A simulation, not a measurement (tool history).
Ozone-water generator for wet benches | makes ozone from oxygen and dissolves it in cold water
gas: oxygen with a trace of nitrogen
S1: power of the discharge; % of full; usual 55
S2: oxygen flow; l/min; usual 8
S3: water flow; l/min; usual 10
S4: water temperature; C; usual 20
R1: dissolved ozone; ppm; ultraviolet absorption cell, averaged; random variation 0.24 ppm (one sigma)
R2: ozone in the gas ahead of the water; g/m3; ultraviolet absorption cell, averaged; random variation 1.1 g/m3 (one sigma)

run    hour  S1     S2  S3  S4    R1     R2
  1       0  55      8  10  20  35.3  192.4
  2    76.3  55      8  10  20  35.5  191.6
  3   170.8  55      8  10  20  34.9  189.5
  4   235.1  55      8  10  20  35.4  187.5
  5   313.4  55      8  10  20  35.3  188.7
  6     416  55      8  10  20  35.4  191.4
  7   517.7  51      8  10  20    33    177
  8   668.6  51      8  10  20  32.9  176.2
  9   786.3  51      8  10  20  33.1  177.7
 10   882.5  51      8  10  20  32.9  176.6
      896.5  -- water thermometer calibrated
 11  1027.7  55    5.1  10  20  35.9  225.5
 12  1097.3  55   5.79   8  20    40  216.3
 13  1205.3  55   6.71   8  20  39.9  200.4
 14  1282.3  55   6.71   8  20  39.9    201
 15  1405.3  55   4.65   6  20  47.6  233.9
 16  1479.8  44      8  10  20  28.9  156.2
     1543.8  -- water thermometer calibrated, once more
 17  1559.8  45  13.17  11  24  23.5  132.6
 18  1702.6  71  13.17  10  24  35.5  190.2

5 ways to go on from here, each from the tool as it stands after run 18. What would each give?
  A  1780.7  97  13.17  15  22   ?   ?
  B  1780.7  94  13.17  10  13   ?   ?
  C  1780.7  40  13.17   7  27   ?   ?
  D  1780.7  71  13.17  11  24   ?   ?
  E  1780.7  71  13.17  15  17   ?   ?

run    R1     R2
  A  39.4  244.4
  B    59  237.7
  C  23.2  118.9
  D  34.5  191.9
  E  34.4    190
Without the tool's hidden state the same runs would have given:
run    R1     R2
  A  41.8  253.6
  B  62.2  246.5
  C  23.8  120.8
  D  36.2  197.7
  E  36.2  195.6
